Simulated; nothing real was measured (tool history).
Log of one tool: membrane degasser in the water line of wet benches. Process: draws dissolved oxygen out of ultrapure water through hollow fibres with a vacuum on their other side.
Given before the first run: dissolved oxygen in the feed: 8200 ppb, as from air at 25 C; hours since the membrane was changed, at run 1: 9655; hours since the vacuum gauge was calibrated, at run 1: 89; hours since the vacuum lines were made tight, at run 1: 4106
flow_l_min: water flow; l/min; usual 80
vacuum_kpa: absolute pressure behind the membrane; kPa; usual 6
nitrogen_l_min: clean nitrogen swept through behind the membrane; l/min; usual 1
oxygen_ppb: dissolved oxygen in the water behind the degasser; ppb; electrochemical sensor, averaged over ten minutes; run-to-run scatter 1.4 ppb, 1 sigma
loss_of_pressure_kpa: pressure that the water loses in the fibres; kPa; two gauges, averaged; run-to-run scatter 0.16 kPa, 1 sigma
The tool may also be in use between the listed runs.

run,hour,flow_l_min,vacuum_kpa,nitrogen_l_min,hours since the membrane was changed,hours since the vacuum gauge was calibrated,hours since the vacuum lines were made tight,oxygen_ppb,loss_of_pressure_kpa
1,0,80,6,1,9655,89,4106,378.3,28.8
2,111.3,80,6,1,9766,200,4217,376.5,28.79
3,343.3,80,6,0.67,9998,432,4449,477.3,28.85
4,531,80,6,0.67,10185,620,4637,475,28.55
5,639,80,6,0.67,10293,728,4745,476.8,28.48
6,748.7,80,6,1,10403,838,4855,376.4,28.8
7,851.5,80,6,1,10506,941,4958,371.9,28.71
8,1050.9,80,6,0.45,10705,1140,5157,581.4,28.54
9,1292.8,80,6,0.45,10947,1382,5399,580,28.75
10,1465.7,80,6,0.45,11120,1555,5572,579.9,28.79
11,1677.4,53,6.26,1,11332,1767,5784,295.4,18.86
12,1785.3,53,5.14,0.73,11440,1874,5891,236.9,18.8
13,1992.7,108,5.49,0.73,11647,2082,6099,462.5,38.51
14,2170.1,126,3.63,0.93,11825,2259,6276,146.5,45.06
15,2346.8,80,4.12,1,12001,2436,6453,134.9,28.92
16,2586.6,80,6,2.47,12241,2676,6693,197.9,28.74
17,2742.5,87,14.46,2.06,12397,2832,6849,866,31.25
18,2898,55,5.73,2.06,12553,2987,7004,142.9,19.46
19,3052.2,55,5.73,2.06,12707,3141,7158,143.5,19.93
20,3167.6,55,7.74,1.29,12822,3257,7274,367.8,19.94

Each row is a separate what-if for the run after 20, all from the same tool condition, not one after another. Results?
A,3354.8,71,7.74,1.29,13009,3444,7461,?,?
B,3354.8,80,6,0.81,13009,3444,7461,?,?
C,3354.8,106,7.74,1.29,13009,3444,7461,?,?

run,oxygen_ppb,loss_of_pressure_kpa
A,445.7,25.84
B,420.2,28.56
C,613.7,38.15
Had the tool no hidden state, the same runs would have come out as:
run,oxygen_ppb,loss_of_pressure_kpa
A,454.4,25.83
B,428.4,28.54
C,625.7,38.13
